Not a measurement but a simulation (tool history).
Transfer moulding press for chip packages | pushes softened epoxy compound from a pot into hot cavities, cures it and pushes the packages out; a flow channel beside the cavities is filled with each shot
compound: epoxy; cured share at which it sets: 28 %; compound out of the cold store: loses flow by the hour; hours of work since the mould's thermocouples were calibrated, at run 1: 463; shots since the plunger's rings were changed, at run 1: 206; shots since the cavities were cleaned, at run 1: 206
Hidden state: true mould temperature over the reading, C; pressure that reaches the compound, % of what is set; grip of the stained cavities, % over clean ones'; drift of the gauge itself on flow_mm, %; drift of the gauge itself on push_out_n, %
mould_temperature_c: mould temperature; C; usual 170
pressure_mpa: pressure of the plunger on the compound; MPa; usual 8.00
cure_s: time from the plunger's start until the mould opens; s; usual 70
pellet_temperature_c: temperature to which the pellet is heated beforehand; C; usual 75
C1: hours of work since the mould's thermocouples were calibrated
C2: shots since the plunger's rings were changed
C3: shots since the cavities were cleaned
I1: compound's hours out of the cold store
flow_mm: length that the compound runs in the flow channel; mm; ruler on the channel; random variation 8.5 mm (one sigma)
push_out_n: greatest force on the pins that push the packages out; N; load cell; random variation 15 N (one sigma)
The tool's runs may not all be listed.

{"run": 1, "hour": 0.0, "mould_temperature_c": 170, "pressure_mpa": 8.0, "cure_s": 70, "pellet_temperature_c": 75, "C1": 463, "C2": 206, "C3": 206, "I1": 11.8, "flow_mm": 988, "push_out_n": 1027}
{"run": 2, "hour": 55.7, "mould_temperature_c": 170, "pressure_mpa": 8.0, "cure_s": 70, "pellet_temperature_c": 75, "C1": 505, "C2": 1172, "C3": 1172, "I1": 16.9, "flow_mm": 950, "push_out_n": 1382}
{"hour": 64.0, "done": "cavities cleaned with cleaning compound and waxed"}
{"run": 3, "hour": 103.9, "mould_temperature_c": 170, "pressure_mpa": 8.0, "cure_s": 70, "pellet_temperature_c": 75, "C1": 540, "C2": 1984, "C3": 693, "I1": 13.9, "flow_mm": 937, "push_out_n": 1635}
{"hour": 129.0, "done": "mould's thermocouples calibrated"}
{"hour": 135.7, "done": "cavities cleaned with cleaning compound and waxed"}
{"run": 4, "hour": 193.8, "mould_temperature_c": 170, "pressure_mpa": 8.0, "cure_s": 70, "pellet_temperature_c": 75, "C1": 47, "C2": 3484, "C3": 1009, "I1": 38.1, "flow_mm": 850, "push_out_n": 1310}
{"hour": 207.0, "done": "cavities cleaned with cleaning compound and waxed"}
{"run": 5, "hour": 241.4, "mould_temperature_c": 170, "pressure_mpa": 8.0, "cure_s": 70, "pellet_temperature_c": 75, "C1": 82, "C2": 4284, "C3": 598, "I1": 41.8, "flow_mm": 814, "push_out_n": 1160}
{"hour": 273.7, "done": "cavities cleaned with cleaning compound and waxed, once more"}
{"run": 6, "hour": 332.0, "mould_temperature_c": 170, "pressure_mpa": 8.0, "cure_s": 70, "pellet_temperature_c": 75, "C1": 148, "C2": 5830, "C3": 1013, "I1": 20.4, "flow_mm": 871, "push_out_n": 1346}
{"hour": 343.2, "done": "cavities cleaned with cleaning compound and waxed"}
{"run": 7, "hour": 391.0, "mould_temperature_c": 170, "pressure_mpa": 8.0, "cure_s": 70, "pellet_temperature_c": 75, "C1": 191, "C2": 6828, "C3": 829, "I1": 19.0, "flow_mm": 845, "push_out_n": 1327}
{"hour": 406.0, "done": "plunger's sealing rings changed"}
{"hour": 418.6, "done": "cavities cleaned with cleaning compound and waxed"}
{"run": 8, "hour": 444.0, "mould_temperature_c": 170, "pressure_mpa": 8.0, "cure_s": 70, "pellet_temperature_c": 75, "C1": 228, "C2": 632, "C3": 439, "I1": 20.7, "flow_mm": 941, "push_out_n": 1245}
{"hour": 487.8, "done": "cavities cleaned with cleaning compound and waxed"}
{"run": 9, "hour": 521.4, "mould_temperature_c": 170, "pressure_mpa": 8.0, "cure_s": 70, "pellet_temperature_c": 75, "C1": 285, "C2": 1951, "C3": 584, "I1": 26.1, "flow_mm": 890, "push_out_n": 1201}
{"hour": 561.5, "done": "cavities cleaned with cleaning compound and waxed"}
{"run": 10, "hour": 575.7, "mould_temperature_c": 170, "pressure_mpa": 8.0, "cure_s": 70, "pellet_temperature_c": 75, "C1": 324, "C2": 2867, "C3": 247, "I1": 23.8, "flow_mm": 905, "push_out_n": 967}
{"run": 11, "hour": 612.3, "mould_temperature_c": 170, "pressure_mpa": 8.0, "cure_s": 70, "pellet_temperature_c": 75, "C1": 351, "C2": 3502, "C3": 882, "I1": 12.7, "flow_mm": 915, "push_out_n": 1402}
{"hour": 635.7, "done": "cavities cleaned with cleaning compound and waxed"}
{"hour": 706.3, "done": "cavities cleaned with cleaning compound and waxed"}
{"run": 12, "hour": 706.3, "mould_temperature_c": 170, "pressure_mpa": 8.0, "cure_s": 70, "pellet_temperature_c": 75, "C1": 419, "C2": 5081, "C3": 0, "I1": 46.3, "flow_mm": 795, "push_out_n": 709}
{"hour": 776.0, "done": "cavities cleaned with cleaning compound and waxed"}
{"run": 13, "hour": 797.2, "mould_temperature_c": 170, "pressure_mpa": 8.0, "cure_s": 70, "pellet_temperature_c": 75, "C1": 486, "C2": 6633, "C3": 368, "I1": 18.3, "flow_mm": 847, "push_out_n": 1076}
{"hour": 825.2, "done": "plunger's sealing rings changed"}
{"run": 14, "hour": 844.2, "mould_temperature_c": 170, "pressure_mpa": 8.0, "cure_s": 70, "pellet_temperature_c": 75, "C1": 520, "C2": 329, "C3": 1140, "I1": 13.0, "flow_mm": 985, "push_out_n": 1470}
{"hour": 853.6, "done": "cavities cleaned with cleaning compound and waxed"}
{"hour": 901.8, "done": "mould's thermocouples calibrated"}
{"run": 15, "hour": 912.1, "mould_temperature_c": 170, "pressure_mpa": 8.0, "cure_s": 55, "pellet_temperature_c": 81, "C1": 8, "C2": 1448, "C3": 981, "I1": 43.0, "flow_mm": 869, "push_out_n": 2235}
{"hour": 930.2, "done": "cavities cleaned with cleaning compound and waxed"}
{"hour": 1005.0, "done": "cavities cleaned with cleaning compound and waxed"}
{"run": 16, "hour": 1005.0, "mould_temperature_c": 166, "pressure_mpa": 8.15, "cure_s": 76, "pellet_temperature_c": 68, "C1": 75, "C2": 3008, "C3": 0, "I1": 11.3, "flow_mm": 963, "push_out_n": 801}
{"run": 17, "hour": 1047.1, "mould_temperature_c": 175, "pressure_mpa": 7.48, "cure_s": 58, "pellet_temperature_c": 82, "C1": 106, "C2": 3738, "C3": 730, "I1": 37.4, "flow_mm": 796, "push_out_n": 1351}
{"hour": 1075.4, "done": "cavities cleaned with cleaning compound and waxed"}
{"run": 18, "hour": 1134.8, "mould_temperature_c": 175, "pressure_mpa": 7.48, "cure_s": 58, "pellet_temperature_c": 82, "C1": 171, "C2": 5235, "C3": 1032, "I1": 25.9, "flow_mm": 804, "push_out_n": 1473}
{"hour": 1149.7, "done": "cavities cleaned with cleaning compound and waxed"}
{"run": 19, "hour": 1194.2, "mould_temperature_c": 176, "pressure_mpa": 8.58, "cure_s": 66, "pellet_temperature_c": 78, "C1": 214, "C2": 6241, "C3": 773, "I1": 11.3, "flow_mm": 882, "push_out_n": 944}
{"hour": 1226.1, "done": "cavities cleaned with cleaning compound and waxed"}
{"hour": 1239.9, "done": "plunger's sealing rings changed"}
{"run": 20, "hour": 1268.3, "mould_temperature_c": 176, "pressure_mpa": 8.58, "cure_s": 66, "pellet_temperature_c": 78, "C1": 266, "C2": 492, "C3": 689, "I1": 42.1, "flow_mm": 891, "push_out_n": 879}
{"hour": 1299.0, "done": "cavities cleaned with cleaning compound and waxed"}
{"run": 21, "hour": 1320.3, "mould_temperature_c": 176, "pressure_mpa": 8.58, "cure_s": 66, "pellet_temperature_c": 78, "C1": 304, "C2": 1369, "C3": 369, "I1": 9.9, "flow_mm": 985, "push_out_n": 824}
{"hour": 1371.4, "done": "cavities cleaned with cleaning compound and waxed"}
{"run": 22, "hour": 1383.1, "mould_temperature_c": 171, "pressure_mpa": 7.27, "cure_s": 103, "pellet_temperature_c": 78, "C1": 350, "C2": 2433, "C3": 203, "I1": 32.7, "flow_mm": 829, "push_out_n": 431}
{"run": 23, "hour": 1422.5, "mould_temperature_c": 177, "pressure_mpa": 7.27, "cure_s": 104, "pellet_temperature_c": 78, "C1": 379, "C2": 3117, "C3": 887, "I1": 34.7, "flow_mm": 799, "push_out_n": 598}
{"hour": 1445.4, "done": "cavities cleaned with cleaning compound and waxed"}
{"run": 24, "hour": 1491.8, "mould_temperature_c": 171, "pressure_mpa": 7.27, "cure_s": 84, "pellet_temperature_c": 79, "C1": 430, "C2": 4294, "C3": 806, "I1": 14.6, "flow_mm": 865, "push_out_n": 782}
{"hour": 1517.7, "done": "cavities cleaned with cleaning compound and waxed"}
{"run": 25, "hour": 1550.3, "mould_temperature_c": 171, "pressure_mpa": 7.27, "cure_s": 84, "pellet_temperature_c": 79, "C1": 473, "C2": 5282, "C3": 565, "I1": 19.7, "flow_mm": 826, "push_out_n": 702}
{"hour": 1588.4, "done": "cavities cleaned with cleaning compound and waxed"}
{"run": 26, "hour": 1599.2, "mould_temperature_c": 171, "pressure_mpa": 7.27, "cure_s": 84, "pellet_temperature_c": 79, "C1": 508, "C2": 6107, "C3": 189, "I1": 42.4, "flow_mm": 736, "push_out_n": 522}
{"hour": 1651.7, "done": "plunger's sealing rings changed"}
{"hour": 1661.6, "done": "cavities cleaned with cleaning compound and waxed"}
{"hour": 1673.0, "done": "mould's thermocouples calibrated"}
{"run": 27, "hour": 1688.1, "mould_temperature_c": 169, "pressure_mpa": 7.4, "cure_s": 77, "pellet_temperature_c": 77, "C1": 11, "C2": 571, "C3": 425, "I1": 9.7, "flow_mm": 964, "push_out_n": 888}

Forecast each of these 3 alternatives for the next run:
{"hour": 1735.3, "done": "cavities cleaned with cleaning compound and waxed"}
{"run": "A", "hour": 1754.9, "mould_temperature_c": 164, "pressure_mpa": 8.0, "cure_s": 70, "pellet_temperature_c": 75, "C1": 60, "C2": 1704, "C3": 340, "I1": 21.1, "flow_mm": "?", "push_out_n": "?"}
{"hour": 1735.3, "done": "cavities cleaned with cleaning compound and waxed"}
{"run": "B", "hour": 1754.9, "mould_temperature_c": 175, "pressure_mpa": 8.0, "cure_s": 77, "pellet_temperature_c": 76, "C1": 60, "C2": 1704, "C3": 340, "I1": 8.0, "flow_mm": "?", "push_out_n": "?"}
{"hour": 1735.3, "done": "cavities cleaned with cleaning compound and waxed"}
{"run": "C", "hour": 1754.9, "mould_temperature_c": 175, "pressure_mpa": 8.0, "cure_s": 55, "pellet_temperature_c": 75, "C1": 60, "C2": 1704, "C3": 340, "I1": 17.0, "flow_mm": "?", "push_out_n": "?"}

run=A flow_mm=953 push_out_n=1565
run=B flow_mm=940 push_out_n=586
run=C flow_mm=915 push_out_n=1410
Without the tool's hidden state the same runs would have given:
run=A flow_mm=984 push_out_n=1060
run=B flow_mm=972 push_out_n=397
run=C flow_mm=946 push_out_n=957
